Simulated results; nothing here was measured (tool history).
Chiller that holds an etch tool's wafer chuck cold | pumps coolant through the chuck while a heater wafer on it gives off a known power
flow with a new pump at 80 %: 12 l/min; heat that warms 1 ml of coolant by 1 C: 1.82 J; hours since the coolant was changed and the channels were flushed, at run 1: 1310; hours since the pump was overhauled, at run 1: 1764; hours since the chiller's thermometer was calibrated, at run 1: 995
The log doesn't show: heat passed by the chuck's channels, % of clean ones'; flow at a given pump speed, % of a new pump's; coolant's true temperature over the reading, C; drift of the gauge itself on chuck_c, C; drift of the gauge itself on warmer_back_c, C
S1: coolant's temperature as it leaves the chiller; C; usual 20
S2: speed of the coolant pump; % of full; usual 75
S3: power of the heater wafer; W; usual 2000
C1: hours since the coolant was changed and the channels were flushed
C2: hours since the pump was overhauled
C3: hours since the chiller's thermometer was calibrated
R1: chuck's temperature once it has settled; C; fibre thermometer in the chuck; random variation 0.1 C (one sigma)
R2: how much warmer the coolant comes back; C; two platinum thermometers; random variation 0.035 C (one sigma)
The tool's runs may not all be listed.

run 1 hour=0.0 | S1=20 S2=75 S3=2000 | C1=1310 C2=1764 C3=995 | R1=34.6 R2=6.14
run 2 hour=26.6 | S1=20 S2=75 S3=2495 | C1=1336 C2=1791 C3=1022 | R1=38.4 R2=7.79
run 3 hour=59.1 | S1=20 S2=75 S3=1820 | C1=1369 C2=1824 C3=1054 | R1=33.3 R2=5.60
run 4 hour=110.0 | S1=20 S2=75 S3=1820 | C1=1420 C2=1874 C3=1105 | R1=33.3 R2=5.52
run 5 hour=154.6 | S1=20 S2=78 S3=1820 | C1=1464 C2=1919 C3=1150 | R1=32.9 R2=5.43
run 6 hour=178.8 | S1=20 S2=78 S3=1820 | C1=1488 C2=1943 C3=1174 | R1=33.1 R2=5.39
run 7 hour=218.0 | S1=20 S2=75 S3=2000 | C1=1527 C2=1982 C3=1213 | R1=34.8 R2=6.20
run 8 hour=256.0 | S1=20 S2=75 S3=1161 | C1=1566 C2=2020 C3=1251 | R1=28.6 R2=3.58
run 9 hour=294.0 | S1=11 S2=75 S3=2000 | C1=1604 C2=2058 C3=1289 | R1=25.8 R2=6.24
run 10 hour=344.4 | S1=28 S2=84 S3=2000 | C1=1654 C2=2109 C3=1340 | R1=41.7 R2=5.61
run 11 hour=380.7 | S1=23 S2=82 S3=1614 | C1=1690 C2=2145 C3=1376 | R1=34.2 R2=4.57
run 12 hour=413.7 | S1=29 S2=76 S3=1269 | C1=1723 C2=2178 C3=1409 | R1=38.4 R2=3.92
run 13 hour=437.1 | S1=20 S2=89 S3=1895 | C1=1747 C2=2202 C3=1432 | R1=32.4 R2=5.02
run 14 hour=462.9 | S1=16 S2=98 S3=1172 | C1=1772 C2=2227 C3=1458 | R1=23.0 R2=2.81
run 15 hour=493.8 | S1=22 S2=69 S3=1270 | C1=1803 C2=2258 C3=1489 | R1=32.2 R2=4.33
run 16 hour=519.8 | S1=20 S2=75 S3=1118 | C1=1829 C2=2284 C3=1515 | R1=28.3 R2=3.48
run 17 hour=547.4 | S1=19 S2=62 S3=1591 | C1=1857 C2=2312 C3=1543 | R1=32.8 R2=6.06
run 18 hour=600.4 | S1=28 S2=75 S3=1739 | C1=1910 C2=2365 C3=1596 | R1=41.0 R2=5.47

5 ways to go on from here, each from the tool as it stands after run 18. What would each give?
run A hour=646.1 | S1=26 S2=65 S3=2000 | C1=1956 C2=2411 C3=1641 | R1=? R2=?
run B hour=646.1 | S1=28 S2=84 S3=1486 | C1=1956 C2=2411 C3=1641 | R1=? R2=?
run C hour=646.1 | S1=20 S2=72 S3=1662 | C1=1956 C2=2411 C3=1641 | R1=? R2=?
run D hour=646.1 | S1=19 S2=95 S3=1739 | C1=1956 C2=2411 C3=1641 | R1=? R2=?
run E hour=646.1 | S1=28 S2=75 S3=2914 | C1=1956 C2=2411 C3=1641 | R1=? R2=?

run=A R1=42.8 R2=7.28
run=B R1=38.1 R2=4.18
run=C R1=32.8 R2=5.43
run=D R1=30.0 R2=4.38
run=E R1=50.1 R2=9.24
Without the tool's hidden state the same runs would have given:
run=A R1=41.2 R2=6.74
run=B R1=37.2 R2=3.87
run=C R1=31.7 R2=5.03
run=D R1=29.0 R2=4.06
run=E R1=48.0 R2=8.57
